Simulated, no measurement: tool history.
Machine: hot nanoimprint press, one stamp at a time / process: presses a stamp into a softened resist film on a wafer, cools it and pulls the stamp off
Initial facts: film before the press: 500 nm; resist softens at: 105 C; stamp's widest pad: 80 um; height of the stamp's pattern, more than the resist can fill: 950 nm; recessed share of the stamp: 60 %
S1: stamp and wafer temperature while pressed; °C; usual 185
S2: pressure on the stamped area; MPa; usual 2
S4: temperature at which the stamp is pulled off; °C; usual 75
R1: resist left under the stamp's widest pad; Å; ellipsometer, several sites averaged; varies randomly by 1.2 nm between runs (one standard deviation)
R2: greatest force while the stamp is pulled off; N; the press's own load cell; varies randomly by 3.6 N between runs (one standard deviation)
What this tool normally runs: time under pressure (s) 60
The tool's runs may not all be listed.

run 1 hour=0 | S1=185 S2=2 time_under_pressure_(s)=60 S4=75 | R1=2707 R2=210
run 2 hour=71 | S1=185 S2=2 time_under_pressure_(s)=60 S4=75 | R1=2732 R2=218
run 3 hour=155.5 | S1=185 S2=2 time_under_pressure_(s)=60 S4=75 | R1=2749 R2=225
-- hour=169 plate thermocouple calibrated
run 4 hour=222.3 | S1=185 S2=2 time_under_pressure_(s)=60 S4=75 | R1=2804 R2=237
-- hour=281.7 stamp cleaned and given a new release coat
run 5 hour=285.7 | S1=185 S2=2 time_under_pressure_(s)=60 S4=75 | R1=2791 R2=181
run 6 hour=335.2 | S1=185 S2=2 time_under_pressure_(s)=60 S4=75 | R1=2803 R2=193
run 7 hour=410.8 | S1=185 S2=2 time_under_pressure_(s)=60 S4=75 | R1=2825 R2=197
run 8 hour=473.2 | S1=185 S2=2 time_under_pressure_(s)=60 S4=75 | R1=2831 R2=204
run 9 hour=515.3 | S1=185 S2=2 time_under_pressure_(s)=60 S4=75 | R1=2848 R2=214
-- hour=535.4 plate thermocouple calibrated, once more
run 10 hour=582.8 | S1=185 S2=2 time_under_pressure_(s)=60 S4=75 | R1=2678 R2=203
run 11 hour=647.6 | S1=185 S2=2 time_under_pressure_(s)=60 S4=75 | R1=2694 R2=205
run 12 hour=701.5 | S1=187 S2=1.77 time_under_pressure_(s)=60 S4=75 | R1=2700 R2=222
run 13 hour=749.5 | S1=194 S2=3.18 time_under_pressure_(s)=88 S4=75 | R1=1444 R2=218
run 14 hour=819.6 | S1=194 S2=2.39 time_under_pressure_(s)=45 S4=75 | R1=2175 R2=232
run 15 hour=871.5 | S1=194 S2=2.39 time_under_pressure_(s)=45 S4=75 | R1=2200 R2=231
-- hour=899.5 stamp cleaned and given a new release coat
-- hour=926.6 press's hydraulic seals changed and the load cell set to zero
run 16 hour=962.7 | S1=194 S2=1.99 time_under_pressure_(s)=45 S4=75 | R1=2325 R2=184
run 17 hour=1048.2 | S1=194 S2=1.99 time_under_pressure_(s)=45 S4=75 | R1=2382 R2=199
run 18 hour=1107.9 | S1=194 S2=1.99 time_under_pressure_(s)=45 S4=75 | R1=2354 R2=199
-- hour=1145.6 plate thermocouple calibrated
run 19 hour=1159.4 | S1=185 S2=1.38 time_under_pressure_(s)=60 S4=77 | R1=3058 R2=191

Estimate the outcome of run 20 from the log above:
run 20 hour=1200 | S1=185 S2=2 time_under_pressure_(s)=60 S4=74 | R1=? R2=?

R1: 2679 Å
R2: 207 N
Had the tool carried no hidden state, the very same run would have given R1 2662 Å, R2 179 N.
